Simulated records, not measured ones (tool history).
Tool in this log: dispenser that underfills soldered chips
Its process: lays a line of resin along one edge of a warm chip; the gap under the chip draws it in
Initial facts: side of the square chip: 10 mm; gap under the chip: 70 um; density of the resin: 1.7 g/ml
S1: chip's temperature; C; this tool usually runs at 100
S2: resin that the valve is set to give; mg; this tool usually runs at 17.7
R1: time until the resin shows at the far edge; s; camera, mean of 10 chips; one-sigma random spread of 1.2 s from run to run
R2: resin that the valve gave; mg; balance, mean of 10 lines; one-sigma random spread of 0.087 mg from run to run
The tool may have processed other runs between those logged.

run,hour,S1,S2,R1,R2
1,0,100,17.7,113.9,16.77
2,8.8,100,17.7,182.5,16.75
# hour 11.4: new syringe of resin
# hour 23.3: new syringe of resin
3,23.3,100,17.7,106.3,16.73
# hour 34.8: new syringe of resin
4,35.9,100,17.7,111.2,16.41
5,43.3,100,17.7,169.7,16.21
# hour 46.2: new syringe of resin
6,56.1,100,17.7,173.5,16.22
# hour 58.9: new syringe of resin
7,64.3,100,17.7,143.7,16.16
# hour 71.1: new syringe of resin
8,75.7,100,17.7,135.2,16.02
# hour 83.5: new syringe of resin
9,84.2,100,17.7,109,15.92
10,92.2,94,17.7,216.8,15.65
# hour 95.2: new syringe of resin
# hour 107.2: new syringe of resin
11,108.4,94,17.7,146.5,15.55
# hour 118.2: dispensing valve cleaned and set on the balance
# hour 119.9: new syringe of resin
12,125.2,94,17.7,176.7,17.72
# hour 132: new syringe of resin
13,139.6,94,17.7,201.4,17.59
# hour 144.1: new syringe of resin
14,153,100,19.6,160,19.18
# hour 156: new syringe of resin
15,160.5,112,19.6,80.9,18.98
# hour 167.5: new syringe of resin
16,172.7,100,22.2,133.6,21.41
# hour 179.6: new syringe of resin
17,183.7,100,22.2,123.2,21.24
# hour 191.6: new syringe of resin
18,193,100,22.2,106.1,20.95
19,200.6,100,22.2,165.3,21.06
# hour 203.3: new syringe of resin
20,213,115,17.3,94.9,15.94
# hour 215: new syringe of resin
# hour 227.2: new syringe of resin
21,227.7,115,17.3,55.9,15.82
# hour 238.7: new syringe of resin
22,241.7,98,21.2,125,19.17
# hour 250.4: new syringe of resin
23,254,98,21.2,131.3,18.96
# hour 261.9: new syringe of resin
24,266,91,21.2,182.3,18.79
# hour 273.7: new syringe of resin
25,278.8,88,16.1,236.9,14.11
# hour 285.7: new syringe of resin
26,289.2,88,16.1,218.4,14.14
# hour 297.4: new syringe of resin
# hour 298.4: dispensing valve cleaned and set on the balance
27,298.4,88,16.1,171.1,16.1

Each row is a separate what-if for the run after 27, all from the same tool condition, not one after another. Results?
A,305.5,96,22.3,?,?
B,305.5,102,15.5,?,?
C,305.5,94,17.7,?,?

run,R1,R2
A,166.1,22.21
B,136.7,15.51
C,190,17.64
With the hidden condition removed and each run's random variation left untouched, the same runs would have given:
run,R1,R2
A,132.6,22.26
B,108.7,15.54
C,151.9,17.68

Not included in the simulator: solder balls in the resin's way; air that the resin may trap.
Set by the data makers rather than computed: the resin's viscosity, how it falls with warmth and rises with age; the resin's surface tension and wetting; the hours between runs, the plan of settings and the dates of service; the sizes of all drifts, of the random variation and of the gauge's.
